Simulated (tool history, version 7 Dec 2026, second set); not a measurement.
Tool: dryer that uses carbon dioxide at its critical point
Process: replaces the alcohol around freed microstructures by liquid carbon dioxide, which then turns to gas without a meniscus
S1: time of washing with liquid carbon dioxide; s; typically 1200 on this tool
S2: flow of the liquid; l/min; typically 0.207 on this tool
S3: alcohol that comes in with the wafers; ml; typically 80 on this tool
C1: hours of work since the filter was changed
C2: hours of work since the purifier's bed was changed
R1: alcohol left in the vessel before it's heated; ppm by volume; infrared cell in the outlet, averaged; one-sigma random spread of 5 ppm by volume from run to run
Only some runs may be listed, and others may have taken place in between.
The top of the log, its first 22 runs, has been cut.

run   hour    S1     S2   S3   C1   C2    R1
 23  423.0  1200  0.207   80  136  555   340
     430.3  -- purifier's bed changed
 24  449.5  1200  0.207   80  151   13    60
 25  476.1  1200  0.161   56  169   31   274
 26  503.8  1200  0.181   23  188   50    74
 27  527.5   900  0.170   39  204   66   667
 28  541.3   900  0.207   28  213   75   193
 29  553.5   840  0.315  103  222   83    92
 30  575.7   780  0.139   80  237   98  5607
 31  589.3  1560  0.207   30  246  107    59
 32  602.9   840  0.200   79  255  117   908
 33  614.9  1200  0.337   92  263  125    60
 34  629.1  1200  0.337   92  273  134    71
 35  644.8  1200  0.337   92  283  145    86
 36  662.6  1860  0.331   83  295  157    78
 37  677.7  1560  0.186   61  305  167   106
     697.8  -- inlet filter changed
 38  702.5  1560  0.186   61    3  183   109
 39  720.5  1200  0.175   80   15  195   273
 40  736.7  1140  0.207   56   26  206   161
 41  756.5  1140  0.207   56   40  220   163
 42  774.5  1020  0.153   69   52  232  1017
 43  793.0   840  0.176   59   64  244  1099
 44  817.1   840  0.137   23   81  260  1277
 45  835.9  1020  0.207   40   93  273   219
 46  860.4   840  0.224   47  110  290   361
 47  886.9  1260  0.156   80  128  308   449

Each row is a separate what-if for the run after 47, all from the same tool condition, not one after another. Results?
  A  907.1   840  0.263   80  141  321   ?
  B  907.1  1200  0.207  107  141  321   ?
  C  907.1  1080  0.241   32  141  321   ?
  D  907.1  1020  0.178   28  141  321   ?

run   R1
  A  293
  B  241
  C  177
  D  342
Take away the tool's hidden state, keep each run's random variation, and the runs would have read:
run   R1
  A  108
  B   69
  C   21
  D  152

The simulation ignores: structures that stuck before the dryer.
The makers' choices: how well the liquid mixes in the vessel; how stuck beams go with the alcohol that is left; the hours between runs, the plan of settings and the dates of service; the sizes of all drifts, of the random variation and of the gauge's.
